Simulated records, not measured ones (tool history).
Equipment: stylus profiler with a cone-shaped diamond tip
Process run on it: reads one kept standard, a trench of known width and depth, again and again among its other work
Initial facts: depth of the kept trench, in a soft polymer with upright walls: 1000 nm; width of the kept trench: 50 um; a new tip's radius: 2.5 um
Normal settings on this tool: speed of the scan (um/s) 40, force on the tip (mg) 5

run	hour	speed of the scan (um/s)	force on the tip (mg)	depth of the trench (angstrom)	width of the trench's floor (nm)
1	0	40	5	10193.9	43720
2	50.9	40	5	10190.7	43660
3	104.7	40	5	10187.7	43540
4	149.9	49	5	10192.6	43410
5	204.3	40	5	10193.1	43340
6	263.4	40	5	10197.5	43330
7	323.9	40	5	10193.8	43150
8	384.7	40	5.95	10221.5	43110
# hour 389.2: height scale calibrated on a step standard
9	421.9	40	5	10201.5	43030
10	446.9	40	5	10199.5	42970
11	478.8	40	5	10200.4	42950
# hour 484.3: height scale calibrated on a step standard, once more
12	518.7	40	5	10184.3	42860
13	544.4	40	5	10177.4	42860
14	572.2	40	5	10183.6	42790
15	600.5	11	5	10179.6	42860
16	632.1	90	8.93	10268.5	42610
17	659.2	90	8.93	10270.7	42580
18	718.7	10	5	10187.3	42670
19	748.4	27	1.85	10096.5	42480
20	798.8	27	1.85	10097.9	42450
21	840.3	149	1.85	10098.1	41490
22	884.6	36	14.28	10368.8	42370
23	914.6	36	14.28	10376.8	42340
24	970.5	22	1.69	10090.7	42250
25	1030	34	12.03	10333.7	42240
26	1077.1	34	12.03	10335.9	42210
27	1129.4	60	7.35	10242	41930
28	1191.3	120	5	10189.9	41530

Forecast run 29:
29	1239.8	31	5.11	?	?

Run 29 came out at depth of the trench (angstrom) 10191.1, width of the trench's floor (nm) 41920.
If the tool had no hidden condition, the same run with the same run-to-run variation would have returned depth of the trench (angstrom) 10184.2, width of the trench's floor (nm) 45900.

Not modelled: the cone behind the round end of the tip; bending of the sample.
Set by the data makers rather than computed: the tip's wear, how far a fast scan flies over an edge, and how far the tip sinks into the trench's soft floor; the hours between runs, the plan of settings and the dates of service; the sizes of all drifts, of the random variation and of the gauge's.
